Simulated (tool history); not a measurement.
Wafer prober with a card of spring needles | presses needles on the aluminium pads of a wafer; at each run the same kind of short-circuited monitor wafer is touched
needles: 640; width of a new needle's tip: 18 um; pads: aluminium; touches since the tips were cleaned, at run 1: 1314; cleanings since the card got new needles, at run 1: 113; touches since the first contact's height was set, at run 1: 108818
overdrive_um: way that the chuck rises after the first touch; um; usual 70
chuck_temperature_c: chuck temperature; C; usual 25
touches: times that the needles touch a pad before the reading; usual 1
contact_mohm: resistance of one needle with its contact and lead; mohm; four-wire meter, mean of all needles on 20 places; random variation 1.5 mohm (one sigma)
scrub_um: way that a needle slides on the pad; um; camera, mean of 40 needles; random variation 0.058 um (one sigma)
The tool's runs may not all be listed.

| run | day | overdrive_um | chuck_temperature_c | touches | touches since the tips were cleaned | cleanings since the card got new needles | touches since the first contact's height was set | contact_mohm | scrub_um |
|---|---|---|---|---|---|---|---|---|---|
| 1 | 0.000 | 70 | 25 | 1 | 1314 | 113 | 108818 | 174 | 17.05 |
|  | 0.212 | tips cleaned on abrasive film |
|  | 0.496 | tips cleaned on abrasive film |
| 2 | 0.662 | 70 | 25 | 1 | 2803 | 115 | 119801 | 200 | 16.96 |
|  | 0.783 | tips cleaned on abrasive film |
|  | 1.071 | tips cleaned on abrasive film |
|  | 1.308 | tips cleaned on abrasive film |
| 3 | 1.325 | 69 | 25 | 1 | 266 | 118 | 130769 | 156 | 16.58 |
|  | 1.604 | tips cleaned on abrasive film |
|  | 1.879 | tips cleaned on abrasive film |
| 4 | 1.879 | 70 | 25 | 1 | 0 | 120 | 139974 | 155 | 16.85 |
|  | 2.162 | tips cleaned on abrasive film |
|  | 2.450 | tips cleaned on abrasive film |
|  | 2.746 | tips cleaned on abrasive film |
| 5 | 2.758 | 70 | 25 | 1 | 184 | 123 | 154553 | 157 | 16.89 |
|  | 2.992 | tips cleaned on abrasive film |
|  | 3.275 | tips cleaned on abrasive film |
|  | 3.562 | tips cleaned on abrasive film |
| 6 | 3.742 | 70 | 25 | 1 | 2960 | 126 | 170858 | 198 | 16.81 |
|  | 3.804 | tips cleaned on abrasive film |
|  | 4.079 | tips cleaned on abrasive film |
| 7 | 4.296 | 70 | 25 | 1 | 3647 | 128 | 180083 | 211 | 16.63 |
|  | 4.358 | tips cleaned on abrasive film |
|  | 4.654 | tips cleaned on abrasive film |
| 8 | 4.888 | 70 | 25 | 1 | 3905 | 130 | 189907 | 217 | 16.69 |
|  | 4.950 | tips cleaned on abrasive film |
|  | 5.217 | tips cleaned on abrasive film |
|  | 5.508 | tips cleaned on abrasive film |
| 9 | 5.692 | 70 | 25 | 1 | 3074 | 133 | 203197 | 207 | 16.62 |
|  | 5.754 | tips cleaned on abrasive film |
|  | 6.046 | tips cleaned on abrasive film |
|  | 6.317 | tips cleaned on abrasive film |
|  | 6.471 | height of the first contact set anew |
|  | 6.571 | tips cleaned on abrasive film |
| 10 | 6.588 | 70 | 117 | 1 | 251 | 137 | 1887 | 177 | 16.21 |
|  | 6.838 | tips cleaned on abrasive film |
|  | 7.133 | tips cleaned on abrasive film |
| 11 | 7.292 | 70 | 41 | 2 | 2622 | 139 | 13572 | 181 | 16.29 |
|  | 7.412 | tips cleaned on abrasive film |
|  | 7.700 | tips cleaned on abrasive film |
|  | 7.988 | tips cleaned on abrasive film |
| 12 | 8.154 | 81 | 41 | 2 | 2842 | 142 | 27933 | 172 | 18.94 |
|  | 8.275 | tips cleaned on abrasive film |
|  | 8.562 | tips cleaned on abrasive film |
| 13 | 8.771 | 81 | 41 | 2 | 3529 | 144 | 38149 | 178 | 18.86 |
|  | 8.833 | tips cleaned on abrasive film |
|  | 9.108 | tips cleaned on abrasive film |
|  | 9.388 | tips cleaned on abrasive film |
|  | 9.633 | tips cleaned on abrasive film |
| 14 | 9.633 | 59 | 41 | 1 | 0 | 148 | 52372 | 164 | 13.35 |
|  | 9.904 | tips cleaned on abrasive film |
|  | 10.200 | tips cleaned on abrasive film |
|  | 10.321 | height of the first contact set anew, once more |
|  | 10.488 | tips cleaned on abrasive film |
| 15 | 10.608 | 59 | 41 | 1 | 2052 | 151 | 4750 | 215 | 14.70 |
|  | 10.729 | tips cleaned on abrasive film |
|  | 11.000 | tips cleaned on abrasive film |
| 16 | 11.221 | 70 | 81 | 1 | 3700 | 153 | 14933 | 221 | 17.33 |
|  | 11.275 | tips cleaned on abrasive film |
|  | 11.562 | tips cleaned on abrasive film |
| 17 | 11.683 | 61 | 98 | 2 | 2000 | 155 | 22536 | 192 | 14.97 |
|  | 11.854 | tips cleaned on abrasive film |
|  | 12.154 | tips cleaned on abrasive film |
| 18 | 12.212 | 72 | 25 | 2 | 1027 | 157 | 31341 | 161 | 17.73 |

Hidden state at the last listed run before each entry between runs and at the first one after, where it differs:
Between runs 1 and 2: tips cleaned on abrasive film (day 0.212); tips cleaned on abrasive film (day 0.496)
  debris on the tips, nm: 37.6 -> 70; way that the needles fall short of the set height, um: 1.55 -> 1.7; tips' diameter, um: 20.76 -> 20.81
  measured less the result without the state, contact_mohm: +30 -> +55 mohm; scrub_um: -0.38 -> -0.42 um
Between runs 2 and 3: tips cleaned on abrasive film (day 0.783); tips cleaned on abrasive film (day 1.071); tips cleaned on abrasive film (day 1.308)
  debris on the tips, nm: 70 -> 12.6; way that the needles fall short of the set height, um: 1.7 -> 1.9; tips' diameter, um: 20.81 -> 20.88
  measured less the result without the state, contact_mohm: +55 -> +13 mohm; scrub_um: -0.42 -> -0.47 um
Between runs 3 and 4: tips cleaned on abrasive film (day 1.604); tips cleaned on abrasive film (day 1.879)
  debris on the tips, nm: 12.6 -> 9.7; way that the needles fall short of the set height, um: 1.9 -> 2.02; tips' diameter, um: 20.88 -> 20.92
  measured less the result without the state, contact_mohm: +13 -> +10 mohm; scrub_um: -0.47 -> -0.50 um
Between runs 4 and 5: tips cleaned on abrasive film (day 2.162); tips cleaned on abrasive film (day 2.450); tips cleaned on abrasive film (day 2.746)
  debris on the tips, nm: 9.7 -> 12.5; way that the needles fall short of the set height, um: 2.02 -> 2.22; tips' diameter, um: 20.92 -> 20.99
  measured less the result without the state, contact_mohm: +10 -> +13 mohm; scrub_um: -0.50 -> -0.56 um
Between runs 5 and 6: tips cleaned on abrasive film (day 2.992); tips cleaned on abrasive film (day 3.275); tips cleaned on abrasive film (day 3.562)
  debris on the tips, nm: 12.5 -> 66; way that the needles fall short of the set height, um: 2.22 -> 2.45; tips' diameter, um: 20.99 -> 21.07
  measured less the result without the state, contact_mohm: +13 -> +55 mohm; scrub_um: -0.56 -> -0.61 um
Between runs 6 and 7: tips cleaned on abrasive film (day 3.804); tips cleaned on abrasive film (day 4.079)
  debris on the tips, nm: 66 -> 79.7; way that the needles fall short of the set height, um: 2.45 -> 2.6; tips' diameter, um: 21.07 -> 21.12
  measured less the result without the state, contact_mohm: +55 -> +66 mohm; scrub_um: -0.61 -> -0.65 um
Between runs 7 and 8: tips cleaned on abrasive film (day 4.358); tips cleaned on abrasive film (day 4.654)
  debris on the tips, nm: 79.7 -> 85.7; way that the needles fall short of the set height, um: 2.6 -> 2.71; tips' diameter, um: 21.12 -> 21.16
  measured less the result without the state, contact_mohm: +66 -> +72 mohm; scrub_um: -0.65 -> -0.68 um
Between runs 8 and 9: tips cleaned on abrasive film (day 4.950); tips cleaned on abrasive film (day 5.217); tips cleaned on abrasive film (day 5.508)
  debris on the tips, nm: 85.7 -> 77.4; way that the needles fall short of the set height, um: 2.71 -> 2.92; tips' diameter, um: 21.16 -> 21.23
  measured less the result without the state, contact_mohm: +72 -> +65 mohm; scrub_um: -0.68 -> -0.72 um
Between runs 9 and 10: tips cleaned on abrasive film (day 5.754); tips cleaned on abrasive film (day 6.046); tips cleaned on abrasive film (day 6.317); height of the first contact set anew (day 6.471); tips cleaned on abrasive film (day 6.571)
  debris on the tips, nm: 77.4 -> 16.5; way that the needles fall short of the set height, um: 2.92 -> 4.51; tips' diameter, um: 21.23 -> 21.33
  measured less the result without the state, contact_mohm: +65 -> +17 mohm; scrub_um: -0.72 -> -1.11 um
Between runs 10 and 11: tips cleaned on abrasive film (day 6.838); tips cleaned on abrasive film (day 7.133)
  debris on the tips, nm: 16.5 -> 62.8; way that the needles fall short of the set height, um: 4.51 -> 4.62; tips' diameter, um: 21.33 -> 21.37
  measured less the result without the state, contact_mohm: +17 -> +36 mohm; scrub_um: -1.11 -> -1.15 um
Between runs 11 and 12: tips cleaned on abrasive film (day 7.412); tips cleaned on abrasive film (day 7.700); tips cleaned on abrasive film (day 7.988)
  debris on the tips, nm: 62.8 -> 71; way that the needles fall short of the set height, um: 4.62 -> 4.84; tips' diameter, um: 21.37 -> 21.45
  measured less the result without the state, contact_mohm: +36 -> +30 mohm; scrub_um: -1.15 -> -1.20 um
Between runs 12 and 13: tips cleaned on abrasive film (day 8.275); tips cleaned on abrasive film (day 8.562)
  debris on the tips, nm: 71 -> 78.2; way that the needles fall short of the set height, um: 4.84 -> 4.98; tips' diameter, um: 21.45 -> 21.5
  measured less the result without the state, contact_mohm: +30 -> +34 mohm; scrub_um: -1.20 -> -1.23 um
Between runs 13 and 14: tips cleaned on abrasive film (day 8.833); tips cleaned on abrasive film (day 9.108); tips cleaned on abrasive film (day 9.388); tips cleaned on abrasive film (day 9.633)
  debris on the tips, nm: 78.2 -> 7.4; way that the needles fall short of the set height, um: 4.98 -> 5.27; tips' diameter, um: 21.5 -> 21.6
  measured less the result without the state, contact_mohm: +34 -> +16 mohm; scrub_um: -1.23 -> -1.31 um
Between runs 14 and 15: tips cleaned on abrasive film (day 9.904); tips cleaned on abrasive film (day 10.200); height of the first contact set anew, once more (day 10.321); tips cleaned on abrasive film (day 10.488)
  debris on the tips, nm: 7.4 -> 56.5; way that the needles fall short of the set height, um: 5.27 -> 0.05; tips' diameter, um: 21.6 -> 21.67
  measured less the result without the state, contact_mohm: +16 -> +63 mohm; scrub_um: -1.31 -> -0.01 um
Between runs 15 and 16: tips cleaned on abrasive film (day 10.729); tips cleaned on abrasive film (day 11.000)
  debris on the tips, nm: 56.5 -> 87.1; way that the needles fall short of the set height, um: 0.05 -> 0.19; tips' diameter, um: 21.67 -> 21.72
  measured less the result without the state, contact_mohm: +63 -> +66 mohm; scrub_um: -0.01 -> -0.05 um
Between runs 16 and 17: tips cleaned on abrasive film (day 11.275); tips cleaned on abrasive film (day 11.562)
  debris on the tips, nm: 87.1 -> 52.4; way that the needles fall short of the set height, um: 0.19 -> 0.31; tips' diameter, um: 21.72 -> 21.76
  measured less the result without the state, contact_mohm: +66 -> +33 mohm; scrub_um: -0.05 -> -0.07 um
Between runs 17 and 18: tips cleaned on abrasive film (day 11.854); tips cleaned on abrasive film (day 12.154)
  debris on the tips, nm: 52.4 -> 32.1; way that the needles fall short of the set height, um: 0.31 -> 0.44; tips' diameter, um: 21.76 -> 21.81
  measured less the result without the state, contact_mohm: +33 -> +18 mohm; scrub_um: -0.07 -> -0.11 um
